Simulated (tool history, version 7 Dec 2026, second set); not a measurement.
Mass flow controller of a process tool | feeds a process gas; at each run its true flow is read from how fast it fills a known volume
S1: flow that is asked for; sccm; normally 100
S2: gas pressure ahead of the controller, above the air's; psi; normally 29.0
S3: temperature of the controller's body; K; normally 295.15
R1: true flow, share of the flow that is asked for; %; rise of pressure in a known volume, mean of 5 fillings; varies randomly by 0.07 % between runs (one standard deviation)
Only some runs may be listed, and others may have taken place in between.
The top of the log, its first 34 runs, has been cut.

run,hour,S1,S2,S3,R1
35,1912.7,49,30.6,295.15,96.85
36,1953.3,49,30.6,295.15,96.99
37,2023.7,73,33.9,295.15,97.26
38,2064.0,41,29.0,295.15,96.87
39,2098.5,50,29.0,300.15,97.38
40,2174.1,132,29.0,304.15,99.05
41,2243.9,132,29.0,313.15,99.72
42,2308.4,100,21.0,301.15,98.57
43,2354.1,100,21.0,301.15,98.45
44,2390.9,100,21.0,301.15,98.52
45,2429.0,73,29.9,294.15,97.27
46,2489.0,184,34.5,295.15,98.91
47,2536.2,26,29.0,299.15,96.68
48,2579.0,26,29.0,299.15,96.55

3 ways to go on from here, each from the tool as it stands after run 48. What would each give?
A,2636.6,26,29.0,293.15,?
B,2636.6,151,22.0,296.15,?
C,2636.6,26,21.5,299.15,?

run,R1
A,96.14
B,98.81
C,96.71
The same runs, with their run-to-run variation unchanged, on a tool lacking any hidden condition would have given:
run,R1
A,97.21
B,99.34
C,97.78

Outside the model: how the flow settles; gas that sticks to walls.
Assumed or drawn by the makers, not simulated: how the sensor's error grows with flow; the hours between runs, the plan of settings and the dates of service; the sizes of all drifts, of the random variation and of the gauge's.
